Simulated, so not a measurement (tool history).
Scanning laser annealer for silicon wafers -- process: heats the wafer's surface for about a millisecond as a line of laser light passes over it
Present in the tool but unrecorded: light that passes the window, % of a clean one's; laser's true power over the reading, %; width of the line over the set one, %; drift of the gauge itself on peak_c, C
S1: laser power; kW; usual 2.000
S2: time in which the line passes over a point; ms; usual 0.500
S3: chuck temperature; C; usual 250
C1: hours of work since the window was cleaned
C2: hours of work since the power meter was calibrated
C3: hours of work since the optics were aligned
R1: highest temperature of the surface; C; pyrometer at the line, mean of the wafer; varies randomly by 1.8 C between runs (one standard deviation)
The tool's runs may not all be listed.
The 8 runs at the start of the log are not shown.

Run 9, hour 123.2: usual settings; C1 155; C2 170; C3 1341. Result: R1 1074 C.
Run 10, hour 134.7: usual settings; C1 162; C2 177; C3 1348. Result: R1 1073 C.
Run 11, hour 148.3: usual settings but S3 229 C; C1 171; C2 186; C3 1357. Result: R1 1052 C.
Run 12, hour 168.8: usual settings but S3 229 C; C1 184; C2 199; C3 1370. Result: R1 1056 C.
Run 13, hour 178.4: usual settings but S3 229 C; C1 191; C2 206; C3 1377. Result: R1 1056 C.
Run 14, hour 197.0: usual settings but S3 229 C; C1 203; C2 218; C3 1389. Result: R1 1053 C.
Run 15, hour 209.2: usual settings but S2 0.557 ms; C1 211; C2 226; C3 1397. Result: R1 1117 C.
Run 16, hour 223.0: usual settings but S1 2.158 kW, S2 0.400 ms, S3 278 C; C1 220; C2 235; C3 1406. Result: R1 1081 C.
Run 17, hour 235.3: usual settings but S2 0.496 ms, S3 249 C; C1 228; C2 243; C3 1414. Result: R1 1067 C.
Run 18, hour 253.6: usual settings but S1 1.851 kW, S2 0.602 ms; C1 240; C2 254; C3 1425. Result: R1 1083 C.
Run 19, hour 264.5: usual settings but S1 2.059 kW, S2 0.602 ms; C1 247; C2 262; C3 1433. Result: R1 1170 C.
Run 20, hour 277.6: usual settings but S1 2.059 kW, S2 0.602 ms; C1 255; C2 270; C3 1441. Result: R1 1169 C.
Run 21, hour 290.8: usual settings but S1 2.059 kW, S2 0.602 ms; C1 264; C2 279; C3 1450. Result: R1 1169 C.
Run 22, hour 310.1: usual settings but S1 2.144 kW, S2 0.602 ms, S3 249 C; C1 276; C2 291; C3 1462. Result: R1 1203 C.
Run 23, hour 322.3: usual settings but S1 2.144 kW, S2 0.377 ms, S3 222 C; C1 284; C2 299; C3 1470. Result: R1 998 C.
Run 24, hour 341.0: usual settings but S1 2.144 kW, S2 0.377 ms, S3 222 C; C1 297; C2 311; C3 1482. Result: R1 997 C.
Run 25, hour 350.2: usual settings but S3 262 C; C1 303; C2 317; C3 1488. Result: R1 1089 C.
Run 26, hour 363.0: usual settings but S1 1.807 kW, S2 0.421 ms; C1 311; C2 326; C3 1497. Result: R1 945 C.
Run 27, hour 376.3: usual settings but S1 1.807 kW, S2 0.421 ms; C1 320; C2 334; C3 1505. Result: R1 942 C.
Run 28, hour 393.8: usual settings but S1 1.807 kW, S2 0.421 ms; C1 331; C2 346; C3 1517. Result: R1 944 C.
Run 29, hour 407.6: usual settings but S1 1.807 kW, S2 0.404 ms; C1 340; C2 355; C3 1526. Result: R1 933 C.
Run 30, hour 425.5: usual settings but S1 2.061 kW, S2 0.394 ms, S3 221 C; C1 352; C2 366; C3 1537. Result: R1 982 C.

Branching from run 30: 4 alternative next runs. What would each branch give?
Run A, hour 443.2: usual settings but S3 229 C; C1 363; C2 378; C3 1549. Result: R1 ?.
Run B, hour 443.2: usual settings but S1 2.160 kW, S2 0.506 ms, S3 239 C; C1 363; C2 378; C3 1549. Result: R1 ?.
Run C, hour 443.2: usual settings but S1 1.858 kW, S2 0.376 ms, S3 252 C; C1 363; C2 378; C3 1549. Result: R1 ?.
Run D, hour 443.2: usual settings but S1 2.061 kW, S2 0.394 ms, S3 268 C; C1 363; C2 378; C3 1549. Result: R1 ?.

run    R1
  A  1049
  B  1128
  C   931
  D  1031
The same runs, with their run-to-run variation unchanged, on a tool lacking any hidden condition would have given:
run    R1
  A  1050
  B  1129
  C   931
  D  1031
